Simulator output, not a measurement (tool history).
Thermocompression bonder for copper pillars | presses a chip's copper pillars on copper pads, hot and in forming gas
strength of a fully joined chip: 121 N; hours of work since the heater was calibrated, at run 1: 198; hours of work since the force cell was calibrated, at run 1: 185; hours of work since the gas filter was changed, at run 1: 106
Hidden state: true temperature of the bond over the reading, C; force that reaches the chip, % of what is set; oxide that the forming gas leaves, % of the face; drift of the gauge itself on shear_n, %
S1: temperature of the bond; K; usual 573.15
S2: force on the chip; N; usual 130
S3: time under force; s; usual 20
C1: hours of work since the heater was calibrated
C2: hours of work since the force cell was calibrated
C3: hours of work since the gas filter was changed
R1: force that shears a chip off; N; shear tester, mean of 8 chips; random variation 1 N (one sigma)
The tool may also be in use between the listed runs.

run,hour,S1,S2,S3,C1,C2,C3,R1
1,0.0,573.15,130,20,198,185,106,80.2
2,8.7,584.15,130,20,202,189,110,84.6
3,15.6,584.15,130,20,205,192,114,84.7
4,19.7,583.15,130,20,207,194,116,85.1
5,27.2,583.15,130,48,211,198,119,101.6
6,36.4,583.15,130,48,216,203,124,99.5
7,44.4,583.15,130,48,220,207,128,102.5
8,54.0,583.15,130,48,225,212,133,101.3
9,60.9,573.15,130,20,228,215,136,78.2
10,67.8,573.15,130,20,232,219,140,77.9
11,76.0,573.15,130,20,236,223,144,78.6
12,80.2,573.15,130,20,238,225,146,78.7
13,84.9,573.15,130,20,240,227,148,78.6
14,94.5,573.15,157,20,245,232,153,86.3
15,99.1,573.15,130,20,247,234,156,77.6
16,108.0,573.15,130,20,252,239,160,76.6
# hour 110.6: heater calibrated with a thermocouple chip
17,115.1,573.15,130,20,2,241,163,77.0
18,120.1,573.15,130,20,5,244,165,76.0
19,125.9,573.15,130,34,8,247,168,85.5
# hour 135.8: heater calibrated with a thermocouple chip, once more
20,137.2,569.15,176,18,1,252,173,89.8
21,142.2,583.15,138,50,3,254,175,101.9
22,151.5,568.15,152,53,8,259,180,99.9
23,159.4,576.15,130,16,12,263,184,75.9
24,165.6,552.15,183,20,15,266,187,82.4
25,173.9,599.15,183,12,19,270,191,96.5
26,178.1,574.15,183,12,21,272,193,84.2
27,187.9,574.15,183,12,26,277,198,83.3
28,197.3,574.15,183,12,31,282,203,85.7
29,204.4,574.15,183,12,34,285,207,84.2
30,210.7,574.15,183,12,38,288,210,83.5
31,218.8,573.15,148,16,42,293,214,79.4
32,223.8,586.15,148,32,44,295,216,97.1
33,230.2,586.15,148,32,47,298,220,96.6
34,237.8,586.15,148,13,51,302,223,81.9
35,247.6,573.15,186,29,56,307,228,97.6
36,254.8,573.15,186,29,60,311,232,95.3

Forecast each of these 3 alternatives for the next run:
# hour 259.7: forming gas filter changed
A,263.4,567.15,130,36,64,315,2,?
# hour 259.7: forming gas filter changed
B,263.4,573.15,122,20,64,315,2,?
# hour 259.7: forming gas filter changed
C,263.4,573.15,187,23,64,315,2,?

run,R1
A,93.1
B,82.4
C,105.6
Without the tool's hidden state the same runs would have given:
run,R1
A,94.0
B,83.4
C,106.4
